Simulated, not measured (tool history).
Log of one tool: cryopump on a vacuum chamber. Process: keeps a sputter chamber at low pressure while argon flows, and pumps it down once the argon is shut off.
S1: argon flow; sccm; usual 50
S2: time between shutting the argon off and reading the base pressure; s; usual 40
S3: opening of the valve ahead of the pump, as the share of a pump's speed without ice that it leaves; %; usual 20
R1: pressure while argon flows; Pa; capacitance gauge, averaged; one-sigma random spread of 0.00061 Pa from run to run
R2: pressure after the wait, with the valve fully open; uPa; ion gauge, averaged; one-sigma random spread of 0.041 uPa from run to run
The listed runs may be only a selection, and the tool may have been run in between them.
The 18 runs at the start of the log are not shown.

run,hour,S1,S2,S3,R1,R2
19,191,50,21,16,0.3312,6.6
20,199.1,50,40,31,0.1727,4.52
21,208.7,50,110,56,0.0974,3.16
22,217.9,24,40,41,0.0634,4.57
23,227.8,24,40,41,0.0635,4.56
24,240.6,42,40,34,0.1333,4.55
25,250.2,42,40,34,0.1335,4.56
26,265.1,42,40,34,0.1332,4.63
27,271.5,42,40,34,0.1331,4.55
28,284.1,42,40,28,0.1607,4.79
29,296.8,73,40,21,0.3721,4.62
30,310.2,73,171,28,0.2811,3.08
31,325.5,73,171,28,0.2818,3.05
32,333.4,50,67,32,0.1699,3.9
33,348.5,50,67,32,0.17,4.01

3 ways to go on from here, each from the tool as it stands after run 33. What would each give?
A,361.2,32,181,32,?,?
B,361.2,50,201,33,?,?
C,361.2,50,45,27,?,?

run,R1,R2
A,0.1085,3.22
B,0.1651,3.15
C,0.2003,4.59
With the hidden condition removed and each run's random variation left untouched, the same runs would have given:
run,R1,R2
A,0.1041,0.67
B,0.1583,0.62
C,0.1934,2.08

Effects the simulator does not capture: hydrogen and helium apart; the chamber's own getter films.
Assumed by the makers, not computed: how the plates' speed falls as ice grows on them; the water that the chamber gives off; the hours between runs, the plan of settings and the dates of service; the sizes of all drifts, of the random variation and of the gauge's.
